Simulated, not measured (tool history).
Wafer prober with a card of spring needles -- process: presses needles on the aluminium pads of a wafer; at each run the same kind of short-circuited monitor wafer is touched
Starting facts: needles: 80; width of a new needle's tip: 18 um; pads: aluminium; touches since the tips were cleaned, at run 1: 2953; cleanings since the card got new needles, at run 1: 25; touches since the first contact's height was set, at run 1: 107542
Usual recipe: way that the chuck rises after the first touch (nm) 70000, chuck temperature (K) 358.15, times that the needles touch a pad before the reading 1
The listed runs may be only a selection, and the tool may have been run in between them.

run   hour  way that the chuck rises after the first touch (nm)  chuck temperature (K)  times that the needles touch a pad before the reading  touches since the tips were cleaned  cleanings since the card got new needles  touches since the first contact's height was set  resistance of one needle with its contact and lead (mohm)  way that a needle slides on the pad (nm)
  1      0                                                70000                 358.15                                                      1                                 2953                                        25                                            107542                                                        345                                     17530
       1.5  -- tips cleaned on abrasive film
       8.5  -- tips cleaned on abrasive film
  2   10.5                                                70000                 358.15                                                      1                                 1127                                        27                                            113447                                                        309                                     17500
      16.1  -- tips cleaned on abrasive film
  3   19.1                                                70000                 358.15                                                      1                                 1710                                        28                                            118297                                                        323                                     17510
      22.8  -- tips cleaned on abrasive film
  4   28.1                                                70000                 358.15                                                      1                                 3004                                        29                                            123408                                                        350                                     17540
      29.5  -- tips cleaned on abrasive film
      36.5  -- tips cleaned on abrasive film
  5     39                                                70000                 358.15                                                      1                                 1448                                        31                                            129565                                                        311                                     17480
      43.7  -- tips cleaned on abrasive film
  6   45.9                                                82000                 358.15                                                      1                                 1241                                        32                                            133438                                                        299                                     20530
      50.9  -- tips cleaned on abrasive film
  7   53.5                                                82000                 358.15                                                      1                                 1479                                        33                                            137741                                                        303                                     20510
      57.8  -- tips cleaned on abrasive film
  8   63.8                                                70000                 315.15                                                      1                                 3408                                        34                                            143591                                                        347                                     17440
      64.8  -- tips cleaned on abrasive film
      71.9  -- tips cleaned on abrasive film
  9   73.3                                                77000                 358.15                                                      2                                  781                                        36                                            148926                                                        281                                     19210
      78.6  -- tips cleaned on abrasive film
 10     82                                                77000                 358.15                                                      2                                 1966                                        37                                            153882                                                        296                                     19190
      82.9  -- height of the first contact set anew
      86.2  -- tips cleaned on abrasive film
      93.2  -- tips cleaned on abrasive film
 11   93.6                                                70000                 384.15                                                      1                                  272                                        39                                              6043                                                        294                                     17210
 12   99.4                                                70000                 384.15                                                      1                                 3552                                        39                                              9323                                                        365                                     17190
     100.5  -- tips cleaned on abrasive film
 13  105.2                                                68000                 388.15                                                      1                                 2705                                        40                                             12614                                                        363                                     16700
     107.3  -- height of the first contact set anew, once more
     107.4  -- tips cleaned on abrasive film
     114.4  -- tips cleaned on abrasive film
 14  114.4                                                68000                 388.15                                                      1                                    0                                        42                                              3992                                                        277                                     17200
     121.2  -- tips cleaned on abrasive film
 15  126.1                                                56000                 358.15                                                      2                                 2851                                        43                                             10641                                                        344                                     14190
     128.7  -- tips cleaned on abrasive film
 16  131.3                                                58000                 358.15                                                      1                                 1471                                        44                                             13545                                                        349                                     14700

4 ways to go on from here, each from the tool as it stands after run 16. What would each give?
     135.8  -- tips cleaned on abrasive film
  A   142                                                58000                 358.15                                                      2                                 3575                                        45                                             19632                                                          ?                                         ?
     135.8  -- tips cleaned on abrasive film
  B   142                                                70000                 303.15                                                      1                                 3575                                        45                                             19632                                                          ?                                         ?
     135.8  -- tips cleaned on abrasive film
  C   142                                                70000                 379.15                                                      2                                 3575                                        45                                             19632                                                          ?                                         ?
     135.8  -- tips cleaned on abrasive film
  D   142                                                58000                 305.15                                                      2                                 3575                                        45                                             19632                                                          ?                                         ?

run  resistance of one needle with its contact and lead (mohm)  way that a needle slides on the pad (nm)
  A                                                        346                                     14640
  B                                                        345                                     17730
  C                                                        322                                     17710
  D                                                        338                                     14650
Stripped of hidden state, with their random variation kept, the same runs would have yielded:
run  resistance of one needle with its contact and lead (mohm)  way that a needle slides on the pad (nm)
  A                                                        266                                     14700
  B                                                        245                                     17780
  C                                                        267                                     17760
  D                                                        251                                     14710

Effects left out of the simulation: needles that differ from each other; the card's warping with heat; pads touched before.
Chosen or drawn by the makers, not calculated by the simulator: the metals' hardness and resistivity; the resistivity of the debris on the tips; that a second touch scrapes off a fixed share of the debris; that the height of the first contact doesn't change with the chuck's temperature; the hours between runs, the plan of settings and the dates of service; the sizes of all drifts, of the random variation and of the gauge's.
